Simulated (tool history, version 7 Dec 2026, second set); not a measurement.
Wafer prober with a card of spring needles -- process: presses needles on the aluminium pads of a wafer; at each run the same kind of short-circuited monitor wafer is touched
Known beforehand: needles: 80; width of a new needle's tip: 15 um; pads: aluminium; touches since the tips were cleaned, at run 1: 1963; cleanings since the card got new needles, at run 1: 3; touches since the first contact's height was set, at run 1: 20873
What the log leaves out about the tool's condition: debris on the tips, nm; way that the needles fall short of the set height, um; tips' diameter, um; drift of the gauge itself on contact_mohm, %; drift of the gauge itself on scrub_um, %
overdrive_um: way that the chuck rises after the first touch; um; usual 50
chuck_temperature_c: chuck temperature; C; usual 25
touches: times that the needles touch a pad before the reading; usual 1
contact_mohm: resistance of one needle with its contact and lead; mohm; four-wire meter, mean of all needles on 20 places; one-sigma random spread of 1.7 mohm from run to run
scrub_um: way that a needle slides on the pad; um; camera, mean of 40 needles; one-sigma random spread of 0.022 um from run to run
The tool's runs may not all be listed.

run,hour,overdrive_um,chuck_temperature_c,touches,touches since the tips were cleaned,cleanings since the card got new needles,touches since the first contact's height was set,contact_mohm,scrub_um
1,0,50,25,1,1963,3,20873,259,11.62
# hour 8.8: tips cleaned on abrasive film
2,16.7,50,25,1,3507,4,28287,304,11.61
# hour 21.5: tips cleaned on abrasive film
3,24.9,50,81,1,1551,5,31931,250,11.58
# hour 34.1: tips cleaned on abrasive film
4,42.7,50,25,1,3853,6,39823,330,11.54
# hour 47.1: tips cleaned on abrasive film
5,51.8,50,25,1,2079,7,43834,276,11.58
6,59.3,50,67,1,5454,7,47209,355,11.53
# hour 60.7: tips cleaned on abrasive film
# hour 73.4: tips cleaned on abrasive film
7,77.3,50,67,1,1752,9,55144,265,11.49
# hour 87.2: tips cleaned on abrasive film
8,88.4,50,67,1,566,10,60087,228,11.46
# hour 100.3: tips cleaned on abrasive film
9,100.3,50,67,1,0,11,65347,188,11.44
# hour 113.1: tips cleaned on abrasive film
10,113.1,50,25,1,0,12,71018,186,11.4
# hour 126.2: tips cleaned on abrasive film
11,127,50,25,1,355,13,77188,199,11.41
# hour 139.1: tips cleaned on abrasive film
12,140.2,50,25,1,498,14,83041,209,11.37
# hour 149.3: height of the first contact set anew
# hour 152: tips cleaned on abrasive film
13,153.9,50,25,1,845,15,2038,228,11.65
# hour 164.8: tips cleaned on abrasive film
14,167.7,50,25,1,1297,16,8158,245,11.66
# hour 177.4: tips cleaned on abrasive film
15,183.3,50,25,1,2601,17,15064,290,11.64
# hour 190.6: tips cleaned on abrasive film
16,193.7,50,25,1,1356,18,19677,242,11.6
# hour 203.9: tips cleaned on abrasive film
17,208.8,39,25,1,2158,19,26375,356,9.01
# hour 218: tips cleaned on abrasive film
18,219.5,50,90,2,631,20,31107,207,11.57
# hour 230.8: tips cleaned on abrasive film
19,230.9,50,96,2,52,21,36168,193,11.55
# hour 243.5: tips cleaned on abrasive film
20,245.9,50,96,2,1057,22,42826,224,11.55
# hour 257.1: tips cleaned on abrasive film
21,263.2,50,96,2,2745,23,50530,255,11.48
# hour 270.1: tips cleaned on abrasive film
22,274.9,38,97,1,2117,24,55694,375,8.69
# hour 283.3: tips cleaned on abrasive film
23,286.4,39,66,2,1399,25,60803,257,8.86
# hour 296.3: tips cleaned on abrasive film
24,303.6,64,115,2,3268,26,68449,234,14.68

Hidden state or all else? Some run-to-run changes of contact_mohm, split into what the settings, what came in and random variation would give without the hidden state, and what is left for the hidden state (with any gauge scatter that isn't in both results):
Run 17 -> 18: overdrive_um 39 -> 50, chuck_temperature_c 25 -> 90, touches 1 -> 2, tips cleaned on abrasive film. contact_mohm -149 mohm: hidden state -156, all else +7.
Run 21 -> 22: overdrive_um 50 -> 38, chuck_temperature_c 96 -> 97, touches 2 -> 1, tips cleaned on abrasive film. contact_mohm +120 mohm: hidden state +112, all else +8.

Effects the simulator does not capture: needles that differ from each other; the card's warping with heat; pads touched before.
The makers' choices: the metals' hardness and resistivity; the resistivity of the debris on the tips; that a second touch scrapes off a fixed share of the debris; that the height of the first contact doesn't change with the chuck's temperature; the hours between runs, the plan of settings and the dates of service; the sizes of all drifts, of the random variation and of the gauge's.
